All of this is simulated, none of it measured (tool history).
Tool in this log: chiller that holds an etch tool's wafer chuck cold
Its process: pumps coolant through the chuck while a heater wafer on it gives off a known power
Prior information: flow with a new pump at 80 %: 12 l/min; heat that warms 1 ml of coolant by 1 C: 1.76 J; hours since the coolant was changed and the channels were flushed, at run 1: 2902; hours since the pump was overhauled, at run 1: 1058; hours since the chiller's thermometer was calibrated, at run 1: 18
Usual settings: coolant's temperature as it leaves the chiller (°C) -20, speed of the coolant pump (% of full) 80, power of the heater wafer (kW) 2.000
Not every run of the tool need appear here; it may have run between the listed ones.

| run | hour | coolant's temperature as it leaves the chiller (°C) | speed of the coolant pump (% of full) | power of the heater wafer (kW) | hours since the coolant was changed and the channels were flushed | hours since the pump was overhauled | hours since the chiller's thermometer was calibrated | chuck's temperature once it has settled (°C) | how much warmer the coolant comes back (C) |
|---|---|---|---|---|---|---|---|---|---|
| 1 | 0.0 | -20 | 80 | 2.000 | 2902 | 1058 | 18 | -5.2 | 5.77 |
| 2 | 55.2 | -20 | 90 | 2.000 | 2957 | 1113 | 73 | -6.2 | 5.10 |
| 3 | 146.2 | -20 | 90 | 2.000 | 3048 | 1204 | 164 | -6.1 | 5.11 |
| 4 | 240.8 | -20 | 90 | 2.000 | 3142 | 1298 | 258 | -6.1 | 5.14 |
| 5 | 323.6 | -20 | 80 | 2.000 | 3225 | 1381 | 341 | -5.0 | 5.82 |
| 6 | 397.6 | -20 | 80 | 2.000 | 3299 | 1455 | 415 | -4.7 | 5.76 |
| 7 | 494.8 | -20 | 80 | 2.000 | 3396 | 1552 | 512 | -5.1 | 5.79 |
| 8 | 541.9 | -20 | 80 | 2.860 | 3443 | 1599 | 559 | 1.2 | 8.18 |
| 9 | 643.4 | -20 | 72 | 2.000 | 3545 | 1701 | 661 | -3.9 | 6.46 |
| 10 | 743.3 | -20 | 72 | 2.000 | 3645 | 1801 | 761 | -3.9 | 6.50 |
| 11 | 814.2 | -20 | 72 | 2.000 | 3716 | 1872 | 832 | -3.9 | 6.46 |
| 12 | 864.7 | -20 | 72 | 2.000 | 3766 | 1922 | 882 | -3.9 | 6.45 |
| 13 | 948.6 | -20 | 72 | 2.000 | 3850 | 2006 | 966 | -3.7 | 6.43 |
| 14 | 1000.9 | -20 | 72 | 2.000 | 3902 | 2058 | 1019 | -4.1 | 6.49 |
| 15 | 1094.8 | -20 | 72 | 2.642 | 3996 | 2152 | 1112 | 1.2 | 8.56 |
| 16 | 1173.0 | -20 | 72 | 2.642 | 4075 | 2231 | 1191 | 1.3 | 8.58 |
| 17 | 1270.2 | -20 | 72 | 2.642 | 4172 | 2328 | 1288 | 1.2 | 8.59 |
| 18 | 1322.3 | -11 | 76 | 2.146 | 4224 | 2380 | 1340 | 5.7 | 6.60 |
| 19 | 1374.2 | -11 | 76 | 2.146 | 4276 | 2432 | 1392 | 5.8 | 6.58 |
| 20 | 1462.8 | -30 | 75 | 2.801 | 4364 | 2520 | 1480 | -7.7 | 8.68 |
| 21 | 1515.2 | -30 | 75 | 2.801 | 4417 | 2573 | 1533 | -8.0 | 8.71 |
| 22 | 1622.2 | -30 | 75 | 2.801 | 4524 | 2680 | 1640 | -7.9 | 8.76 |
| 23 | 1693.8 | -30 | 75 | 2.801 | 4595 | 2751 | 1711 | -7.8 | 8.80 |
| 24 | 1748.5 | -19 | 75 | 2.801 | 4650 | 2806 | 1766 | 3.3 | 8.76 |
| 25 | 1836.4 | -10 | 80 | 2.000 | 4738 | 2894 | 1854 | 5.5 | 5.88 |
| 26 | 1887.1 | -27 | 68 | 2.000 | 4789 | 2945 | 1905 | -10.2 | 6.91 |
| 27 | 1967.0 | -27 | 68 | 2.000 | 4869 | 3025 | 1985 | -10.0 | 6.91 |
| 28 | 2056.6 | -19 | 68 | 2.000 | 4958 | 3114 | 2074 | -1.8 | 6.91 |
| 29 | 2136.1 | -20 | 81 | 2.921 | 5038 | 3194 | 2154 | 2.3 | 8.57 |
| 30 | 2199.1 | -20 | 81 | 2.921 | 5101 | 3257 | 2217 | 2.3 | 8.54 |
| 31 | 2247.0 | -27 | 70 | 1.491 | 5149 | 3305 | 2265 | -14.4 | 5.11 |

4 ways to go on from here, each from the tool as it stands after run 31. What would each give?
| A | 2293.2 | -19 | 66 | 1.180 | 5195 | 3351 | 2311 | ? | ? |
| B | 2293.2 | -20 | 96 | 1.223 | 5195 | 3351 | 2311 | ? | ? |
| C | 2293.2 | -20 | 70 | 1.491 | 5195 | 3351 | 2311 | ? | ? |
| D | 2293.2 | -14 | 88 | 1.049 | 5195 | 3351 | 2311 | ? | ? |

| run | chuck's temperature once it has settled (°C) | how much warmer the coolant comes back (C) |
|---|---|---|
| A | -8.6 | 4.29 |
| B | -11.3 | 2.98 |
| C | -7.5 | 4.98 |
| D | -6.3 | 2.79 |
With no hidden state in the tool, these same runs would have given:
| run | chuck's temperature once it has settled (°C) | how much warmer the coolant comes back (C) |
|---|---|---|
| A | -9.7 | 4.14 |
| B | -12.3 | 2.87 |
| C | -8.8 | 4.80 |
| D | -7.1 | 2.69 |
